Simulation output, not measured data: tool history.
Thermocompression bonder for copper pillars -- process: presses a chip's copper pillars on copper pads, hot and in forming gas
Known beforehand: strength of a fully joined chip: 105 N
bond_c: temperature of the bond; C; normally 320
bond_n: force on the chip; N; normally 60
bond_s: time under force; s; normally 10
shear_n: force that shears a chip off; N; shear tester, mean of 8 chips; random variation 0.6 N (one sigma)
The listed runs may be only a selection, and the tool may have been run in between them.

run 1 hour=0 | bond_c=320 bond_n=60 bond_s=10 | shear_n=44.3
run 2 hour=72.1 | bond_c=320 bond_n=36 bond_s=10 | shear_n=27.4
run 3 hour=144.9 | bond_c=320 bond_n=36 bond_s=5 | shear_n=19.8
run 4 hour=198 | bond_c=320 bond_n=36 bond_s=5 | shear_n=20.2
run 5 hour=245.4 | bond_c=320 bond_n=36 bond_s=5 | shear_n=19.3
run 6 hour=316.8 | bond_c=320 bond_n=60 bond_s=10 | shear_n=45.1
run 7 hour=374.2 | bond_c=320 bond_n=60 bond_s=10 | shear_n=45.8
-- hour=421.6 heater calibrated with a thermocouple chip
run 8 hour=452.6 | bond_c=320 bond_n=60 bond_s=10 | shear_n=41.4
run 9 hour=508.4 | bond_c=320 bond_n=60 bond_s=10 | shear_n=41.8
-- hour=527.9 forming gas filter changed
-- hour=553.7 force cell calibrated
run 10 hour=595.3 | bond_c=320 bond_n=60 bond_s=24 | shear_n=55.1
run 11 hour=663.5 | bond_c=320 bond_n=61 bond_s=24 | shear_n=55.4
run 12 hour=700.9 | bond_c=320 bond_n=61 bond_s=24 | shear_n=54.5
run 13 hour=742.3 | bond_c=320 bond_n=61 bond_s=24 | shear_n=55.9
run 14 hour=804.5 | bond_c=320 bond_n=61 bond_s=24 | shear_n=56.1
run 15 hour=890.6 | bond_c=320 bond_n=61 bond_s=24 | shear_n=56.2
run 16 hour=968.9 | bond_c=320 bond_n=57 bond_s=24 | shear_n=54.8
run 17 hour=1014.2 | bond_c=320 bond_n=60 bond_s=10 | shear_n=42
run 18 hour=1100.1 | bond_c=320 bond_n=60 bond_s=18 | shear_n=53.2
-- hour=1124 forming gas filter changed
run 19 hour=1187.3 | bond_c=320 bond_n=60 bond_s=18 | shear_n=55
run 20 hour=1255.7 | bond_c=320 bond_n=60 bond_s=18 | shear_n=53.4
run 21 hour=1334.3 | bond_c=334 bond_n=80 bond_s=18 | shear_n=77.3
run 22 hour=1409.9 | bond_c=320 bond_n=90 bond_s=10 | shear_n=61.7
run 23 hour=1456 | bond_c=317 bond_n=60 bond_s=12 | shear_n=45.8
run 24 hour=1543.2 | bond_c=317 bond_n=63 bond_s=15 | shear_n=51.5
-- hour=1569.5 heater calibrated with a thermocouple chip
run 25 hour=1606.6 | bond_c=305 bond_n=37 bond_s=13 | shear_n=21.3
run 26 hour=1671.3 | bond_c=339 bond_n=52 bond_s=9 | shear_n=43.6
run 27 hour=1706.8 | bond_c=347 bond_n=50 bond_s=19 | shear_n=59.9
-- hour=1727.5 forming gas filter changed
run 28 hour=1775.1 | bond_c=347 bond_n=50 bond_s=19 | shear_n=60.6
run 29 hour=1858.3 | bond_c=320 bond_n=62 bond_s=10 | shear_n=43
run 30 hour=1924.3 | bond_c=338 bond_n=77 bond_s=30 | shear_n=85.1
run 31 hour=1968.8 | bond_c=338 bond_n=77 bond_s=30 | shear_n=83.4
run 32 hour=2049.9 | bond_c=320 bond_n=60 bond_s=11 | shear_n=44.5
run 33 hour=2123.3 | bond_c=320 bond_n=41 bond_s=18 | shear_n=37.7
run 34 hour=2179.7 | bond_c=347 bond_n=60 bond_s=10 | shear_n=59.4
run 35 hour=2235.3 | bond_c=347 bond_n=60 bond_s=10 | shear_n=60.9
run 36 hour=2314.7 | bond_c=320 bond_n=49 bond_s=17 | shear_n=44.7
-- hour=2323.4 forming gas filter changed
run 37 hour=2391.6 | bond_c=320 bond_n=49 bond_s=17 | shear_n=44.9
run 38 hour=2437.8 | bond_c=320 bond_n=49 bond_s=17 | shear_n=46.6
-- hour=2485.4 force cell calibrated
run 39 hour=2517.3 | bond_c=320 bond_n=47 bond_s=26 | shear_n=49.7

4 options for the next run, each taken on its own from the tool as it stands now. Forecast them:
run A hour=2591 | bond_c=320 bond_n=60 bond_s=6 | shear_n=?
run B hour=2591 | bond_c=323 bond_n=47 bond_s=26 | shear_n=?
run C hour=2591 | bond_c=320 bond_n=56 bond_s=19 | shear_n=?
run D hour=2591 | bond_c=332 bond_n=45 bond_s=16 | shear_n=?

run=A shear_n=34.2
run=B shear_n=51
run=C shear_n=50.5
run=D shear_n=46
With the hidden condition removed and each run's random variation left untouched, the same runs would have given:
run=A shear_n=30
run=B shear_n=45.5
run=C shear_n=45.1
run=D shear_n=41.1
